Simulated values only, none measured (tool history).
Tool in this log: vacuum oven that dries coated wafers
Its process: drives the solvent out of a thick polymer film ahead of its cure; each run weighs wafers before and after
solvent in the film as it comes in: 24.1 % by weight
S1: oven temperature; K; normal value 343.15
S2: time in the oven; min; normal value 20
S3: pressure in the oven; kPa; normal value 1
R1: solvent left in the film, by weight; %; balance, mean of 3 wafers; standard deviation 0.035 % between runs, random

run	day	S1	S2	S3	R1
1	0	343.15	20	1	5.03
2	1.562	343.15	20	1	4.94
3	3.567	343.15	20	1.07	5.03
4	5.446	343.15	20	1.07	5.02
5	8.108	343.15	20	1	5.02
6	10.338	343.15	20	1	4.95
7	13.196	343.15	20	0.7	4.81
8	15.15	343.15	20	0.7	4.84
9	17.4	338.15	20	0.7	6.92
10	20.938	330.15	21	3.92	11.62
11	23.908	330.15	20	3.03	11.38
12	25.538	341.15	12	3.49	10.14
13	27.942	343.15	12	3.49	9.19
14	30.083	338.15	14	2.44	9.97
15	32.262	334.15	19	2.09	9.55
16	35.162	331.15	20	3.21	11
17	36.846	329.15	27	1	8.84
18	39.825	329.15	27	1	8.84

Each row is a separate what-if for the run after 18, all from the same tool condition, not one after another. Results?
A	42.108	343.15	20	2.6	?
B	42.108	343.15	13	1	?
C	42.108	329.15	11	1	?
D	42.108	333.15	17	3.47	?
E	42.108	343.15	29	1.08	?

run	R1
A	5.56
B	7.87
C	14.3
D	11.27
E	2.85
The same runs, with their run-to-run variation unchanged, on a tool lacking any hidden condition would have given:
run	R1
A	5.58
B	7.9
C	14.32
D	11.29
E	2.87

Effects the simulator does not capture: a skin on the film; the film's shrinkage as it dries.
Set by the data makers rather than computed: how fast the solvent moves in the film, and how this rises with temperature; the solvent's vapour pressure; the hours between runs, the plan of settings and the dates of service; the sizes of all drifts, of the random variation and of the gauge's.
